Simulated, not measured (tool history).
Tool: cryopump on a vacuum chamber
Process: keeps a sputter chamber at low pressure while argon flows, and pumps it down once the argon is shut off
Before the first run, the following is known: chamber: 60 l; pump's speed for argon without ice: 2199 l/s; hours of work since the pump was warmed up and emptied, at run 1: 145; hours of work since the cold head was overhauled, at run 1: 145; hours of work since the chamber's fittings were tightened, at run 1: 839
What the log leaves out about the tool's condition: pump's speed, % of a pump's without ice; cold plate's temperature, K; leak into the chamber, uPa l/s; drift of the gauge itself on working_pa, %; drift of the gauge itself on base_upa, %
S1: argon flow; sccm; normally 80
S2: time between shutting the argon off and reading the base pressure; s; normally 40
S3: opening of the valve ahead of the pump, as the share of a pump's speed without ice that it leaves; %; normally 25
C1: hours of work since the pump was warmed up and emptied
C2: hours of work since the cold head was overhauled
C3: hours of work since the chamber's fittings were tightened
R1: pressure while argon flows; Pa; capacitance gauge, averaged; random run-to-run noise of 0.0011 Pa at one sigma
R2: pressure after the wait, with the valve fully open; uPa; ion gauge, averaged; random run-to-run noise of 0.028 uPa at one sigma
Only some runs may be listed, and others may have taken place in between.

run 1 hour=0 | S1=80 S2=40 S3=25 | C1=145 C2=145 C3=839 | R1=0.255 R2=1.42
run 2 hour=13.5 | S1=80 S2=40 S3=25 | C1=153 C2=153 C3=847 | R1=0.2542 R2=1.44
run 3 hour=29.4 | S1=80 S2=265 S3=25 | C1=162 C2=162 C3=856 | R1=0.2526 R2=0.48
run 4 hour=44.5 | S1=80 S2=265 S3=25 | C1=171 C2=171 C3=865 | R1=0.2536 R2=0.47
run 5 hour=55.2 | S1=80 S2=265 S3=25 | C1=177 C2=177 C3=871 | R1=0.2532 R2=0.49
run 6 hour=71.6 | S1=80 S2=265 S3=25 | C1=187 C2=187 C3=880 | R1=0.2524 R2=0.5
run 7 hour=88.5 | S1=80 S2=265 S3=25 | C1=196 C2=196 C3=890 | R1=0.2537 R2=0.45
run 8 hour=103.1 | S1=80 S2=265 S3=25 | C1=205 C2=205 C3=898 | R1=0.2551 R2=0.49
run 9 hour=112 | S1=80 S2=265 S3=25 | C1=210 C2=210 C3=904 | R1=0.2545 R2=0.51
run 10 hour=122.2 | S1=80 S2=265 S3=25 | C1=216 C2=216 C3=909 | R1=0.2571 R2=0.49
run 11 hour=136 | S1=80 S2=40 S3=37 | C1=224 C2=224 C3=917 | R1=0.1752 R2=1.42
run 12 hour=152.5 | S1=71 S2=228 S3=37 | C1=233 C2=233 C3=927 | R1=0.1557 R2=0.55
run 13 hour=169.1 | S1=41 S2=228 S3=47 | C1=243 C2=243 C3=936 | R1=0.073 R2=0.52
run 14 hour=186.4 | S1=41 S2=228 S3=47 | C1=253 C2=253 C3=946 | R1=0.0734 R2=0.52
run 15 hour=194.8 | S1=41 S2=228 S3=47 | C1=257 C2=257 C3=951 | R1=0.0725 R2=0.54
run 16 hour=204.5 | S1=80 S2=21 S3=25 | C1=263 C2=263 C3=957 | R1=0.2597 R2=2.45
run 17 hour=219 | S1=80 S2=23 S3=41 | C1=271 C2=271 C3=965 | R1=0.1618 R2=2.27
run 18 hour=228 | S1=80 S2=23 S3=41 | C1=276 C2=276 C3=970 | R1=0.1623 R2=2.39
run 19 hour=236.5 | S1=75 S2=40 S3=15 | C1=281 C2=281 C3=975 | R1=0.3967 R2=1.57

A few steps of R1 between consecutive runs. Split each: what settings, incoming material and random variation would produce without the hidden state, and what is left over for the hidden state, along with gauge scatter present in only one of the two compared results (measured, and without hidden state):
Run 15 -> 16: S1 41 -> 80, S2 228 -> 21, S3 47 -> 25. R1 +0.1872 Pa: hidden state +0.0059, all else +0.1813.
Run 18 -> 19: S1 80 -> 75, S2 23 -> 40, S3 41 -> 15. R1 +0.2344 Pa: hidden state -0.0006, all else +0.235.

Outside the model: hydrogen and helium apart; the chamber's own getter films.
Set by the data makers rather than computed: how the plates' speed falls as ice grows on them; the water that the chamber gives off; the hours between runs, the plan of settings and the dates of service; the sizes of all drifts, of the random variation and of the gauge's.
